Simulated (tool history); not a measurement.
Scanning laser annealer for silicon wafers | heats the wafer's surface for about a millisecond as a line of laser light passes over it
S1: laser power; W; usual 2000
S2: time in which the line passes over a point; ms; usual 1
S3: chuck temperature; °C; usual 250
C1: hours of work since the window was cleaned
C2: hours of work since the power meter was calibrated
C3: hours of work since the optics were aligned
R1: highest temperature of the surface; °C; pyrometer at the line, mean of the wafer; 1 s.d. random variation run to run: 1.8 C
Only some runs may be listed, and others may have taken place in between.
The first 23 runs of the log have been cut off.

Run 24, hour 218.1: usual settings but S1 2196 W, S2 0.74 ms, S3 246 °C; C1 734; C2 101; C3 461. Result: R1 903 °C.
Run 25, hour 225.2: usual settings but S1 1747 W, S2 1.22 ms, S3 246 °C; C1 737; C2 104; C3 464. Result: R1 882 °C.
Run 26, hour 232.9: usual settings but S1 1747 W, S2 1.22 ms, S3 246 °C; C1 740; C2 107; C3 467. Result: R1 878 °C.
Run 27, hour 242.5: usual settings but S2 1.01 ms, S3 228 °C; C1 744; C2 112; C3 472. Result: R1 904 °C.
Run 28, hour 249.4: usual settings but S1 1940 W, S2 1.04 ms, S3 279 °C; C1 747; C2 115; C3 475. Result: R1 939 °C.
Run 29, hour 255.1: usual settings but S1 1940 W, S2 1.04 ms, S3 279 °C; C1 750; C2 117; C3 477. Result: R1 943 °C.
Run 30, hour 264.8: usual settings but S1 1996 W, S3 276 °C; C1 754; C2 122; C3 482. Result: R1 945 °C.
Run 31, hour 278.4: usual settings but S1 1996 W, S3 276 °C; C1 760; C2 128; C3 488. Result: R1 946 °C.
Run 32, hour 289.6: usual settings but S1 1996 W, S3 276 °C; C1 765; C2 133; C3 493. Result: R1 946 °C.
Run 33, hour 295.6: usual settings but S1 1996 W, S3 276 °C; C1 768; C2 135; C3 495. Result: R1 950 °C.
Run 34, hour 302.4: usual settings but S1 1996 W, S3 276 °C; C1 771; C2 138; C3 498. Result: R1 950 °C.
Run 35, hour 310.1: usual settings but S1 2029 W, S2 1.05 ms; C1 774; C2 142; C3 502. Result: R1 948 °C.
Run 36, hour 317.8: usual settings but S1 1820 W, S2 0.88 ms, S3 278 °C; C1 778; C2 145; C3 505. Result: R1 848 °C.
Run 37, hour 329.7: usual settings but S1 1778 W, S2 1.21 ms, S3 275 °C; C1 783; C2 150; C3 510. Result: R1 918 °C.
Run 38, hour 338: usual settings but S1 1752 W, S3 221 °C; C1 787; C2 154; C3 514. Result: R1 800 °C.
Run 39, hour 351: usual settings but S1 1706 W, S2 1.17 ms, S3 258 °C; C1 793; C2 160; C3 520. Result: R1 861 °C.
Run 40, hour 362.6: usual settings but S1 1706 W, S2 1.17 ms, S3 258 °C; C1 798; C2 165; C3 525. Result: R1 863 °C.
Run 41, hour 374.5: usual settings but S1 1706 W, S2 1.1 ms, S3 258 °C; C1 803; C2 170; C3 530. Result: R1 848 °C.

4 ways to go on from here, each from the tool as it stands after run 41. What would each give?
Run A, hour 388: usual settings but S3 240 °C; C1 809; C2 176; C3 536. Result: R1 ?.
Run B, hour 388: usual settings but S1 1876 W; C1 809; C2 176; C3 536. Result: R1 ?.
Run C, hour 388: usual settings but S1 1844 W, S2 1.1 ms, S3 259 °C; C1 809; C2 176; C3 536. Result: R1 ?.
Run D, hour 388: usual settings but S1 1876 W, S2 1.1 ms, S3 287 °C; C1 809; C2 176; C3 536. Result: R1 ?.

run   R1
  A  911
  B  876
  C  897
  D  937
What these runs would have given with no unlogged condition in the tool:
run   R1
  A  956
  B  918
  C  939
  D  981
